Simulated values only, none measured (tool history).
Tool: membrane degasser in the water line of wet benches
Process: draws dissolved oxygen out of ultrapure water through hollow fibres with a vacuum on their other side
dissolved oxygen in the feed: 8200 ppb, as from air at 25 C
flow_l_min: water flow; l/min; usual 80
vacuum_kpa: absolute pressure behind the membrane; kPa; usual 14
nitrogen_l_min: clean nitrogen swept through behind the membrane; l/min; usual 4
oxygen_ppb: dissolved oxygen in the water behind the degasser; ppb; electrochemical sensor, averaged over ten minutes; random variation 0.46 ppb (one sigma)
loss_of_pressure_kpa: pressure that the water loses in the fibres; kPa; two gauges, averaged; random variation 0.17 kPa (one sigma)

run	day	flow_l_min	vacuum_kpa	nitrogen_l_min	oxygen_ppb	loss_of_pressure_kpa
1	0	80	14	4	458.9	29.58
2	3.954	80	11.9	4	373.8	29.84
# day 4.562: vacuum gauge calibrated
3	9.154	80	11.9	4	374.9	29.92
4	13.654	80	14	2.48	679.3	29.97
5	17.838	101	14	4	563.3	37.73
6	20.525	101	14	4	563	37.61
7	25.771	101	14	6.55	371.4	37.65
8	29.512	101	14	6.55	372.1	37.76
9	34.588	101	14	2.93	720.6	37.12
10	40.746	101	14	2.93	723.1	37.49
11	45.2	80	14	4	463	29.44
12	48.933	80	14	4	463.7	29.68
13	54.008	80	14	4	464	29.72
14	57.892	80	14	4.09	456.3	29.6
15	63.971	80	14	4.09	456.5	29.85
16	68.921	80	14	4.09	457.6	29.65
17	74.246	84	14.3	4	498.5	31.29
18	77.896	87	19.6	4	740.8	32.34
# day 78.954: seals of the vacuum lines changed
19	83.504	87	19.6	7.33	443.2	32.09
20	86.688	58	31.3	3.05	1079.2	21.91
21	89.688	88	14	4	507.9	32.5
22	93.075	88	28.3	5.07	908.3	32.88
23	99.408	98	28.3	2.08	1905.4	36.53
24	102.983	80	34.1	4.02	1218	29.84
25	106	81	34.1	2.27	1871.1	30.13
26	110.383	81	34.1	2.27	1873.7	30.07
27	114.221	81	34.1	2.27	1874.8	29.98
28	117.529	56	11	2.27	410.4	21.17
29	121.067	56	11	2.27	411.1	20.88
30	126.062	70	8.9	1.7	460.4	26.16

Forecast each of these 5 alternatives for the next run:
A	131.538	107	14	3.54	?	?
B	131.538	112	25.5	10.44	?	?
C	131.538	57	17.5	4	?	?
D	131.538	114	15.3	5.76	?	?
E	131.538	64	32.6	4.84	?	?

run	oxygen_ppb	loss_of_pressure_kpa
A	665	39.88
B	550	41.6
C	458.9	21.13
D	526.4	42.4
E	839.9	23.73
Without the tool's hidden state the same runs would have given:
run	oxygen_ppb	loss_of_pressure_kpa
A	647.1	39.87
B	535.3	41.58
C	446.6	21.12
D	512.3	42.38
E	817.5	23.72
